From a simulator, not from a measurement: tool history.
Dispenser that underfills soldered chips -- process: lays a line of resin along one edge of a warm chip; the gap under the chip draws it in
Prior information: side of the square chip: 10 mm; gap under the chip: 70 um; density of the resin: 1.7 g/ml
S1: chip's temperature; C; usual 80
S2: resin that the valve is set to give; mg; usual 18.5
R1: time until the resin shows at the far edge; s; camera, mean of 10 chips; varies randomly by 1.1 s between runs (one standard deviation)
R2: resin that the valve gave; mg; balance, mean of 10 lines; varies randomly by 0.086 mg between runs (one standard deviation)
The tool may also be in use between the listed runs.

Run 1, hour 0.0: usual settings. Result: R1 104.9 s, R2 18.24 mg.
Run 2, hour 3.4: usual settings. Result: R1 130.9 s, R2 18.59 mg.
Run 3, hour 6.1: usual settings but S2 19.5 mg. Result: R1 157.6 s, R2 19.36 mg.
At hour 11.0: new syringe of resin.
Run 4, hour 11.5: usual settings. Result: R1 105.4 s, R2 18.33 mg.
Run 5, hour 14.1: usual settings but S2 22.5 mg. Result: R1 124.0 s, R2 22.16 mg.
Run 6, hour 17.9: usual settings but S2 18.2 mg. Result: R1 165.8 s, R2 18.06 mg.
Run 7, hour 21.5: usual settings but S1 86 C, S2 18.2 mg. Result: R1 173.9 s, R2 18.03 mg.
At hour 22.2: new syringe of resin.
Run 8, hour 26.6: usual settings but S1 94 C, S2 16.1 mg. Result: R1 89.0 s, R2 15.91 mg.
Run 9, hour 29.0: usual settings but S1 71 C, S2 21.9 mg. Result: R1 230.2 s, R2 21.39 mg.
Run 10, hour 31.2: usual settings but S1 74 C, S2 22.0 mg. Result: R1 240.3 s, R2 21.63 mg.
At hour 33.3: new syringe of resin.
Run 11, hour 35.3: usual settings but S1 77 C, S2 17.0 mg. Result: R1 133.9 s, R2 16.42 mg.

Had the tool no unlogged condition, and each run kept its random variation, what would the results have been?
Hidden state at play: resin's viscosity, % of fresh resin's; dose that the valve gives, % of what is set; true chip temperature over the reading, C; drift of the gauge itself on fill_s, %; drift of the gauge itself on given_mg, %.
run     R1     R2
  1  105.7  18.31
  2  104.3  18.69
  3  104.3  19.51
  4  105.0  18.52
  5  103.0  22.42
  6  105.9  18.30
  7   87.0  18.32
  8   66.1  16.21
  9  146.0  21.81
 10  130.2  22.09
 11  119.1  16.81
